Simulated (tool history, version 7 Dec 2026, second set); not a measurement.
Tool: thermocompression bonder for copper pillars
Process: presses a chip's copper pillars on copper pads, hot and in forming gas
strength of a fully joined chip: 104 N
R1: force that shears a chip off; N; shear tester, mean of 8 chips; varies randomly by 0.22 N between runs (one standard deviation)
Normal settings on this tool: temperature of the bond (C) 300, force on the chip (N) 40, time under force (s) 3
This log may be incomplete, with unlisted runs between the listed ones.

Run 1, hour 0.0: usual settings. Result: R1 40.4 N.
Run 2, hour 50.5: usual settings. Result: R1 39.7 N.
At hour 80.5: forming gas filter changed.
Run 3, hour 112.7: usual settings. Result: R1 40.6 N.
Run 4, hour 158.1: usual settings. Result: R1 40.2 N.
Run 5, hour 246.9: usual settings. Result: R1 39.7 N.
At hour 308.8: forming gas filter changed.
Run 6, hour 322.3: usual settings but force on the chip (N) 33. Result: R1 33.3 N.
Run 7, hour 394.6: usual settings but force on the chip (N) 33. Result: R1 32.8 N.
At hour 466.8: force cell calibrated.
Run 8, hour 491.7: usual settings but time under force (s) 6. Result: R1 47.0 N.
At hour 538.2: forming gas filter changed.
Run 9, hour 542.6: usual settings but time under force (s) 6. Result: R1 48.5 N.
Run 10, hour 586.0: usual settings. Result: R1 36.8 N.
Run 11, hour 631.3: usual settings. Result: R1 36.7 N.
Run 12, hour 684.2: usual settings but force on the chip (N) 51. Result: R1 46.2 N.
At hour 770.9: forming gas filter changed.
Run 13, hour 770.9: usual settings but force on the chip (N) 51. Result: R1 46.8 N.
Run 14, hour 844.3: usual settings but temperature of the bond (C) 303, force on the chip (N) 51, time under force (s) 8. Result: R1 65.7 N.
Run 15, hour 944.9: usual settings but temperature of the bond (C) 303, force on the chip (N) 51, time under force (s) 8. Result: R1 65.1 N.
At hour 999.5: forming gas filter changed.
Run 16, hour 1002.6: usual settings but temperature of the bond (C) 303, force on the chip (N) 51, time under force (s) 8. Result: R1 66.5 N.
At hour 1012.9: force cell calibrated, once more.
Run 17, hour 1075.4: usual settings but time under force (s) 2. Result: R1 38.7 N.
Run 18, hour 1130.8: usual settings but time under force (s) 2. Result: R1 38.5 N.
Run 19, hour 1180.2: usual settings but temperature of the bond (C) 272, force on the chip (N) 28. Result: R1 19.4 N.

5 options for the next run, each taken on its own from the tool as it stands now. Forecast them:
At hour 1230.9: forming gas filter changed.
Run A, hour 1230.9: usual settings but temperature of the bond (C) 324, force on the chip (N) 28. Result: R1 ?.
At hour 1230.9: forming gas filter changed.
Run B, hour 1230.9: usual settings but temperature of the bond (C) 325, time under force (s) 5. Result: R1 ?.
At hour 1230.9: forming gas filter changed.
Run C, hour 1230.9: usual settings but temperature of the bond (C) 278, force on the chip (N) 45. Result: R1 ?.
At hour 1230.9: forming gas filter changed.
Run D, hour 1230.9: usual settings but temperature of the bond (C) 326, force on the chip (N) 31, time under force (s) 2. Result: R1 ?.
At hour 1230.9: forming gas filter changed.
Run E, hour 1230.9: usual settings but temperature of the bond (C) 272, force on the chip (N) 33, time under force (s) 2. Result: R1 ?.

run    R1
  A  44.5
  B  71.0
  C  37.2
  D  43.4
  E  20.8
With no hidden state in the tool, these same runs would have given:
run    R1
  A  43.0
  B  69.3
  C  35.4
  D  41.8
  E  19.7
